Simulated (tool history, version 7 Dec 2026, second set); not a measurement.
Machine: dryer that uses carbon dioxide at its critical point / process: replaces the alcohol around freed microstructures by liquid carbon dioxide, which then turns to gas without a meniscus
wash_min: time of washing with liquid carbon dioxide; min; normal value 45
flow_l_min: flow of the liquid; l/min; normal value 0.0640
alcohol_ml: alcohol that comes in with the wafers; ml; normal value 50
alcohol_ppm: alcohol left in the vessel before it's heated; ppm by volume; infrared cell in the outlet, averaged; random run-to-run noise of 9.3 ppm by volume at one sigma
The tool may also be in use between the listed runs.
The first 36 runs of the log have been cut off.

run,hour,wash_min,flow_l_min,alcohol_ml,hours of work since the filter was changed,hours of work since the purifier's bed was changed,alcohol_ppm
37,1521.3,45,0.0551,50,199,82,1546
38,1567.0,45,0.0551,50,218,100,1568
39,1594.7,62,0.0397,37,229,112,1278
40,1633.8,68,0.0640,36,244,127,60
41,1690.8,68,0.0640,36,267,150,61
42,1721.4,44,0.1054,58,279,162,61
43,1754.9,37,0.0510,24,293,176,2238
44,1780.2,66,0.0640,50,303,186,107
45,1826.7,54,0.0640,50,321,204,385
46,1852.7,54,0.0640,50,332,215,384

4 options for the next run, each taken on its own from the tool as it stands now. Forecast them:
A,1892.3,27,0.0687,72,348,230,?
B,1892.3,45,0.0640,88,348,230,?
C,1892.3,45,0.0640,94,348,230,?
D,1892.3,54,0.0547,24,348,230,?

run,alcohol_ppm
A,6926
B,1745
C,1810
D,437
What these runs would have given with no unlogged condition in the tool:
run,alcohol_ppm
A,4596
B,922
C,960
D,224
